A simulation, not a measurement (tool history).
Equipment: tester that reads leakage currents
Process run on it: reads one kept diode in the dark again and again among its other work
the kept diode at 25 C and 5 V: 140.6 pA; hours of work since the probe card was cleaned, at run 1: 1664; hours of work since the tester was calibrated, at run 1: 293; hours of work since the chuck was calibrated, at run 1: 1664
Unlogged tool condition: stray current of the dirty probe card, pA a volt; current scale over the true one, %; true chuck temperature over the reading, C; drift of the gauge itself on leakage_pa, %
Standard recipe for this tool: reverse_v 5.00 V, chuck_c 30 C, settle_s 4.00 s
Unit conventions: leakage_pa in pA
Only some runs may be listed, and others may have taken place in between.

run     day  reverse_v  chuck_c  settle_s  hours of work since the probe card was cleaned  hours of work since the tester was calibrated  hours of work since the chuck was calibrated  leakage_pa
  1   0.000       5.00       30      4.00                                            1664                                            293                                          1664      215.07
  2   1.150       5.00       30      0.98                                            1683                                            311                                          1683      215.54
  3   2.212       5.00       30      0.98                                            1700                                            328                                          1700      216.51
  4   3.496       5.00       30      0.98                                            1721                                            349                                          1721      216.93
  5   4.662       5.00       30      0.98                                            1739                                            367                                          1739      215.97
  6   6.108       5.00       30      0.98                                            1762                                            391                                          1762      216.34
  7   6.921       5.00       30      0.98                                            1775                                            404                                          1775      215.04
  8   7.529       5.00       30      0.98                                            1785                                            413                                          1785      216.17
  9   8.333       5.00       30      4.00                                            1798                                            426                                          1798      215.82
 10   9.404       5.00       30      4.00                                            1815                                            443                                          1815      215.41
 11  10.683       5.00       30      4.00                                            1836                                            464                                          1836      215.34
 12  11.896       6.52       30      4.00                                            1855                                            483                                          1855      236.17
 13  12.979       6.52       30      4.00                                            1873                                            501                                          1873      237.32
 14  14.317       6.52       30      4.00                                            1894                                            522                                          1894      238.37
 15  14.992       6.52       30      4.00                                            1905                                            533                                          1905      236.84
 16  15.617       6.52       30      4.00                                            1915                                            543                                          1915      237.59
 17  17.096       5.00       48      4.00                                            1939                                            567                                          1939      884.92
 18  18.512       5.00       48      4.00                                            1962                                            590                                          1962      885.14
 19  19.308       7.61       48      4.00                                            1974                                            602                                          1974     1029.07
 20  20.658       7.61       25      4.00                                            1996                                            624                                          1996      164.86
 21  21.367       7.61       25      4.00                                            2007                                            635                                          2007      164.97
 22  22.558       7.61       25      4.00                                            2026                                            655                                          2026      164.49
 23  23.308      13.71       49      3.04                                            2038                                            667                                          2038     1366.69
 24  24.208       1.35       22      0.81                                            2053                                            681                                          2053       67.95
 25  25.621      17.04       23      6.18                                            2076                                            704                                          2076      186.68
 26  27.012      11.19       23      3.54                                            2098                                            726                                          2098      159.69
 27  28.338      11.19       23      3.54                                            2119                                            747                                          2119      160.03
     28.542  -- chuck's temperature calibrated
     29.021  -- probe card cleaned and baked
 28  29.829      11.19       23      3.54                                              13                                            768                                            19      160.31
 29  31.025      16.41       25      4.00                                              32                                            787                                            38      218.77
 30  32.021      16.41       25      4.00                                              48                                            803                                            54      219.18
 31  32.917       6.18       25      4.00                                              63                                            817                                            68      153.38
 32  33.746       4.79       34      1.10                                              76                                            831                                            81      295.40
 33  34.492       2.58       23      9.01                                              88                                            843                                            93       92.57
 34  35.646       2.85       21      0.59                                             106                                            861                                           112       82.25
 35  36.492       2.85       21      0.59                                             120                                            875                                           125       82.67
 36  37.417       5.00       39      1.01                                             135                                            890                                           140      447.00
 37  38.621       5.00       39      1.01                                             154                                            909                                           160      446.13
 38  39.421       5.00       22      4.27                                             167                                            922                                           173      109.00
 39  40.933       9.61       41      0.70                                             191                                            946                                           197      659.08

Branching from run 39: 3 alternative next runs. What would each branch give?
  A  42.083      11.04       54      8.57                                             210                                            965                                           215           ?
  B  42.083       9.61       42      0.65                                             210                                            965                                           215           ?
  C  42.083       9.52       48      7.10                                             210                                            965                                           215           ?

run  leakage_pa
  A     1820.61
  B      714.25
  C     1119.54
What these runs would have given with no unlogged condition in the tool:
run  leakage_pa
  A     1820.63
  B      714.25
  C     1119.55

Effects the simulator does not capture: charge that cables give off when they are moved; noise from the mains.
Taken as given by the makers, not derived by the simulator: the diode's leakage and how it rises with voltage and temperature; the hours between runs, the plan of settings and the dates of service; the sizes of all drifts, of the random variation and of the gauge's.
